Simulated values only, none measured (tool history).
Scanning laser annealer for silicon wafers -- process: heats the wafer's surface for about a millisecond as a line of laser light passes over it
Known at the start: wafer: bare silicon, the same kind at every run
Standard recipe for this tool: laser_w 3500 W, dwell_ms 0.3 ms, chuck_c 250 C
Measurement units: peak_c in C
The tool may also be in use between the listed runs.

Run 1, hour 0: usual settings. Result: peak_c 979 C.
Run 2, hour 10.6: usual settings. Result: peak_c 977 C.
Run 3, hour 30: usual settings but laser_w 3704 W. Result: peak_c 1020 C.
At hour 33.3: window over the wafer cleaned.
Run 4, hour 49.4: usual settings but laser_w 3704 W. Result: peak_c 1060 C.
Run 5, hour 59.7: usual settings but laser_w 3704 W. Result: peak_c 1058 C.
Run 6, hour 68.5: usual settings but laser_w 3704 W. Result: peak_c 1057 C.
Run 7, hour 81.6: usual settings but laser_w 3704 W. Result: peak_c 1057 C.
Run 8, hour 97.9: usual settings but laser_w 3704 W. Result: peak_c 1057 C.
Run 9, hour 114.8: usual settings but laser_w 3704 W, chuck_c 241 C. Result: peak_c 1047 C.
Run 10, hour 132.1: usual settings but laser_w 3831 W. Result: peak_c 1081 C.
Run 11, hour 143.2: usual settings but laser_w 3446 W. Result: peak_c 992 C.
Run 12, hour 161: usual settings but laser_w 3446 W. Result: peak_c 991 C.
Run 13, hour 182: usual settings but dwell_ms 0.322 ms. Result: peak_c 1023 C.
Run 14, hour 200.2: usual settings. Result: peak_c 998 C.
Run 15, hour 218.8: usual settings but laser_w 3031 W. Result: peak_c 893 C.
Run 16, hour 229.8: usual settings but laser_w 3282 W, dwell_ms 0.32 ms, chuck_c 234 C. Result: peak_c 953 C.
Run 17, hour 247.3: usual settings but laser_w 3370 W, dwell_ms 0.214 ms, chuck_c 235 C. Result: peak_c 852 C.
Run 18, hour 262: usual settings but laser_w 3545 W, dwell_ms 0.234 ms, chuck_c 226 C. Result: peak_c 900 C.
Run 19, hour 281.1: usual settings but dwell_ms 0.268 ms, chuck_c 278 C. Result: peak_c 984 C.
Run 20, hour 297.8: usual settings but laser_w 3207 W, chuck_c 248 C. Result: peak_c 922 C.
Run 21, hour 310.8: usual settings but laser_w 3207 W, chuck_c 248 C. Result: peak_c 921 C.
Run 22, hour 325.8: usual settings but laser_w 3006 W, dwell_ms 0.316 ms, chuck_c 213 C. Result: peak_c 858 C.
Run 23, hour 343.5: usual settings but laser_w 3392 W, dwell_ms 0.276 ms, chuck_c 287 C. Result: peak_c 971 C.
Run 24, hour 364.6: usual settings but laser_w 3392 W, dwell_ms 0.344 ms, chuck_c 231 C. Result: peak_c 988 C.
Run 25, hour 376.9: usual settings but laser_w 3669 W, dwell_ms 0.288 ms. Result: peak_c 1007 C.
Run 26, hour 387.8: usual settings but laser_w 3669 W, dwell_ms 0.288 ms. Result: peak_c 1003 C.

What will run 27 give?
Run 27, hour 403.6: usual settings but laser_w 3768 W, dwell_ms 0.256 ms, chuck_c 276 C. Result: peak_c ?.

peak_c: 1013 C
The same run, on a tool lacking any hidden state, would have yielded peak_c 1065 C.
